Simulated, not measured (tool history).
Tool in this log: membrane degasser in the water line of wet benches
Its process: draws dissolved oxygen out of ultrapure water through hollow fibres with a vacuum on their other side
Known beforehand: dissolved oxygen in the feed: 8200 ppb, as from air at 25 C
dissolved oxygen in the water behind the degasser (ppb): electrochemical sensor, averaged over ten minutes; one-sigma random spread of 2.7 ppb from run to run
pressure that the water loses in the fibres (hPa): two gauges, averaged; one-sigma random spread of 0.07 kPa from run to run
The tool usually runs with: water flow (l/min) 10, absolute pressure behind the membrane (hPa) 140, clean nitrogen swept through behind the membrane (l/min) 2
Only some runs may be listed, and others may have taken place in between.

run   hour  water flow (l/min)  absolute pressure behind the membrane (hPa)  clean nitrogen swept through behind the membrane (l/min)  dissolved oxygen in the water behind the degasser (ppb)  pressure that the water loses in the fibres (hPa)
  1      0                  10                                          140                                                         2                                                    430.9                                              265.8
  2   54.6                  10                                          140                                                         2                                                    430.8                                              266.1
  3   87.9                  10                                          140                                                         2                                                    432.4                                              263.7
  4  143.5                  10                                          140                                                         2                                                    433.1                                                264
  5  204.1                  10                                          140                                                         2                                                    432.2                                              264.2
  6  236.7                  10                                          140                                                         2                                                    431.2                                              264.8
  7  270.9                  10                                          140                                                         2                                                    433.1                                              264.9
  8  327.9                  10                                          140                                                         2                                                    425.7                                                264
  9  374.9                  10                                          140                                                         2                                                    428.2                                              266.1
 10  402.2                  10                                          140                                                         2                                                    431.3                                                265
 11    454                  10                                          140                                                         2                                                    435.3                                              264.5
 12  496.5                   9                                          318                                                      1.62                                                    598.5                                              237.8
 13    551                   9                                          276                                                      1.38                                                    594.4                                              239.2
 14    596                   6                                          147                                                         2                                                    169.6                                              157.9
 15  645.9                   6                                          147                                                         2                                                    170.3                                              159.1
 16  697.4                   8                                          147                                                      0.94                                                    411.7                                                212
 17    722                  15                                          231                                                      1.38                                                   1080.9                                              397.9
 18  773.4                  15                                          231                                                      1.38                                                   1064.3                                              399.2
 19  833.9                   6                                           97                                                      1.38                                                    152.2                                              158.2

Alternative continuations, all from the tool just after run 19; predict every row:
  A  866.7                  12                                           90                                                      1.96                                                        ?                                                  ?
  B  866.7                   6                                           93                                                      1.84                                                        ?                                                  ?
  C  866.7                   6                                           98                                                         2                                                        ?                                                  ?
  D  866.7                   9                                          157                                                      1.38                                                        ?                                                  ?
  E  866.7                  11                                          212                                                      1.27                                                        ?                                                  ?

run  dissolved oxygen in the water behind the degasser (ppb)  pressure that the water loses in the fibres (hPa)
  A                                                    531.3                                              318.9
  B                                                    135.6                                              158.8
  C                                                      134                                              158.6
  D                                                    429.4                                              239.7
  E                                                    709.7                                              291.8
Without the tool's unlogged condition, the same runs would have read:
run  dissolved oxygen in the water behind the degasser (ppb)  pressure that the water loses in the fibres (hPa)
  A                                                    523.1                                              317.1
  B                                                    131.9                                              157.9
  C                                                    130.4                                              157.7
  D                                                    421.4                                              238.4
  E                                                    698.7                                              290.2
